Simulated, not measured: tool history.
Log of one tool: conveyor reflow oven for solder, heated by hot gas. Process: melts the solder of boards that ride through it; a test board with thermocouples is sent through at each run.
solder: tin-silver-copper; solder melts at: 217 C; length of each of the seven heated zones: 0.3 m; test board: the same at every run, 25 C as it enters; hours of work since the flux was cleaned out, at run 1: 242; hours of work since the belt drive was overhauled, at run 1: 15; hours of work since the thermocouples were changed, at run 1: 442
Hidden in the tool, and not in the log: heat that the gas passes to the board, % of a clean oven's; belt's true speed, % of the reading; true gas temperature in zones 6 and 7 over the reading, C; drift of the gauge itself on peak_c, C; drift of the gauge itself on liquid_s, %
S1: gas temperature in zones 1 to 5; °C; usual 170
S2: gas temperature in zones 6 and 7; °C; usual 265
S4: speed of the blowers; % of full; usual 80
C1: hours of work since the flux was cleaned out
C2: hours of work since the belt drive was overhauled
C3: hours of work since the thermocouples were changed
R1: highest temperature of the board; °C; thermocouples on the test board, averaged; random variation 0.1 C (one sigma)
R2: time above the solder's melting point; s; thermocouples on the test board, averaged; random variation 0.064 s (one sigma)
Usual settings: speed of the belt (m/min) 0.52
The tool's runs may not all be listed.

run 1 hour=0 | S1=170 S2=265 speed_of_the_belt_(m/min)=0.52 S4=80 | C1=242 C2=15 C3=442 | R1=246.1 R2=45.35
run 2 hour=23 | S1=182 S2=265 speed_of_the_belt_(m/min)=0.52 S4=80 | C1=253 C2=26 C3=452 | R1=248.2 R2=51.4
-- hour=33.6 flux residue cleaned out of gas plates and filters
run 3 hour=39.7 | S1=170 S2=265 speed_of_the_belt_(m/min)=0.52 S4=80 | C1=3 C2=32 C3=458 | R1=245 R2=44.31
run 4 hour=60.1 | S1=170 S2=265 speed_of_the_belt_(m/min)=0.52 S4=80 | C1=12 C2=41 C3=467 | R1=244.7 R2=44.31
run 5 hour=78.2 | S1=170 S2=265 speed_of_the_belt_(m/min)=0.52 S4=80 | C1=21 C2=50 C3=476 | R1=244.7 R2=44.31
-- hour=94 flux residue cleaned out of gas plates and filters, once more
run 6 hour=94.8 | S1=170 S2=265 speed_of_the_belt_(m/min)=0.52 S4=80 | C1=0 C2=55 C3=481 | R1=247.4 R2=47.05
run 7 hour=108.2 | S1=170 S2=265 speed_of_the_belt_(m/min)=0.52 S4=80 | C1=7 C2=61 C3=488 | R1=247.3 R2=47.07
run 8 hour=123.9 | S1=170 S2=265 speed_of_the_belt_(m/min)=0.52 S4=80 | C1=14 C2=69 C3=495 | R1=247.2 R2=47
run 9 hour=137.7 | S1=170 S2=265 speed_of_the_belt_(m/min)=0.589 S4=80 | C1=20 C2=75 C3=501 | R1=243.2 R2=37.26
run 10 hour=157.2 | S1=170 S2=265 speed_of_the_belt_(m/min)=0.589 S4=80 | C1=30 C2=84 C3=510 | R1=242.9 R2=37.3
run 11 hour=181.3 | S1=170 S2=265 speed_of_the_belt_(m/min)=0.52 S4=80 | C1=41 C2=95 C3=522 | R1=247.4 R2=46.93
run 12 hour=198 | S1=170 S2=265 speed_of_the_belt_(m/min)=0.52 S4=80 | C1=49 C2=103 C3=530 | R1=247.1 R2=46.96
run 13 hour=215.2 | S1=170 S2=265 speed_of_the_belt_(m/min)=0.52 S4=80 | C1=57 C2=111 C3=538 | R1=247 R2=46.76
-- hour=234.5 thermocouples of zones 6 and 7 changed
run 14 hour=241.9 | S1=170 S2=265 speed_of_the_belt_(m/min)=0.52 S4=80 | C1=68 C2=123 C3=3 | R1=247.8 R2=47.42
run 15 hour=258.9 | S1=170 S2=265 speed_of_the_belt_(m/min)=0.52 S4=80 | C1=76 C2=131 C3=11 | R1=247.9 R2=47.6
run 16 hour=272 | S1=177 S2=259 speed_of_the_belt_(m/min)=0.52 S4=50 | C1=82 C2=137 C3=18 | R1=236.3 R2=36.63
run 17 hour=293.7 | S1=177 S2=259 speed_of_the_belt_(m/min)=0.52 S4=50 | C1=92 C2=147 C3=28 | R1=236.4 R2=36.49
run 18 hour=304.9 | S1=177 S2=259 speed_of_the_belt_(m/min)=0.52 S4=50 | C1=98 C2=152 C3=33 | R1=236.3 R2=36.55
run 19 hour=329 | S1=177 S2=259 speed_of_the_belt_(m/min)=0.52 S4=67 | C1=109 C2=164 C3=44 | R1=241.1 R2=43.24
run 20 hour=348.1 | S1=170 S2=257 speed_of_the_belt_(m/min)=0.52 S4=80 | C1=118 C2=172 C3=53 | R1=240.8 R2=41.68
run 21 hour=371.7 | S1=184 S2=265 speed_of_the_belt_(m/min)=0.52 S4=80 | C1=129 C2=183 C3=64 | R1=250.3 R2=54.08

Forecast run 22:
run 22 hour=389.5 | S1=184 S2=265 speed_of_the_belt_(m/min)=0.52 S4=80 | C1=137 C2=192 C3=72 | R1=? R2=?

{"run 22": {"R1": 250.1, "R2": 53.97}}
Without the tool's hidden state the same run would have given R1 251.1 °C, R2 54.51 s.
